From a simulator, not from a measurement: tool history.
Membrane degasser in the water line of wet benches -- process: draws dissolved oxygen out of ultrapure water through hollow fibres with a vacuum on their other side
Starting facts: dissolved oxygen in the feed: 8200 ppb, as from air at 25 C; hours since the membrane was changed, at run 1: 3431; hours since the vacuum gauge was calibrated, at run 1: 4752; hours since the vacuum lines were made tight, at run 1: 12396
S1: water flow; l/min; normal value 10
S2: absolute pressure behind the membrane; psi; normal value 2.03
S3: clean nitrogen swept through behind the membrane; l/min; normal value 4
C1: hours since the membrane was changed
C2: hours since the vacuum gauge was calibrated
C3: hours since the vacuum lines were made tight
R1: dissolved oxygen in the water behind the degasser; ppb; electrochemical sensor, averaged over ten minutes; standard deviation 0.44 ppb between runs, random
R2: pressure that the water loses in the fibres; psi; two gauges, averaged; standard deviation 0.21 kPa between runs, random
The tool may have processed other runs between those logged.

Run 1, hour 0: usual settings; C1 3431; C2 4752; C3 12396. Result: R1 72.9 ppb, R2 6.946 psi.
Run 2, hour 97.1: usual settings but S2 1.29 psi; C1 3528; C2 4849; C3 12493. Result: R1 40 ppb, R2 7.043 psi.
Run 3, hour 143: usual settings but S2 1.29 psi; C1 3574; C2 4895; C3 12539. Result: R1 39.8 ppb, R2 7.042 psi.
Run 4, hour 223.3: usual settings but S2 1.29 psi; C1 3654; C2 4975; C3 12619. Result: R1 39.9 ppb, R2 7.063 psi.
Run 5, hour 297.1: usual settings; C1 3728; C2 5049; C3 12693. Result: R1 72.8 ppb, R2 7.018 psi.
At hour 304.7: vacuum gauge calibrated.
Run 6, hour 359.1: usual settings; C1 3790; C2 54; C3 12755. Result: R1 72.9 ppb, R2 6.995 psi.
Run 7, hour 470.2: usual settings but S1 15 l/min, S2 3.47 psi, S3 3.18 l/min; C1 3901; C2 166; C3 12866. Result: R1 249.5 ppb, R2 10.556 psi.
Run 8, hour 571.5: usual settings but S1 12 l/min, S2 4.66 psi, S3 1.7 l/min; C1 4002; C2 267; C3 12967. Result: R1 489.8 ppb, R2 8.425 psi.
At hour 612.6: vacuum gauge calibrated, once more.
Run 9, hour 671.5: usual settings but S1 12 l/min, S2 4.66 psi, S3 1.7 l/min; C1 4102; C2 59; C3 13067. Result: R1 484.6 ppb, R2 8.437 psi.
Run 10, hour 759.3: usual settings but S1 14 l/min; C1 4189; C2 147; C3 13154. Result: R1 101.4 ppb, R2 9.832 psi.
Run 11, hour 829.2: usual settings but S1 14 l/min; C1 4259; C2 217; C3 13224. Result: R1 101.8 ppb, R2 9.813 psi.

Consider 3 possible next runs. They are alternatives, not a sequence: every one starts from the tool as it was left by run 11. What does each give?
Run A, hour 889.2: usual settings but S1 9 l/min, S2 5.06 psi, S3 6.47 l/min; C1 4319; C2 277; C3 13284. Result: R1 ?, R2 ?.
Run B, hour 889.2: usual settings but S1 7 l/min, S2 3.28 psi, S3 5.21 l/min; C1 4319; C2 277; C3 13284. Result: R1 ?, R2 ?.
Run C, hour 889.2: usual settings but S1 14 l/min, S3 5.89 l/min; C1 4319; C2 277; C3 13284. Result: R1 ?, R2 ?.

run    R1     R2
  A   118  6.367
  B  71.4  4.928
  C  71.6  9.892
Stripped of hidden state, with their random variation kept, the same runs would have yielded:
run    R1     R2
  A   110  6.264
  B  65.3  4.849
  C  68.2  9.731
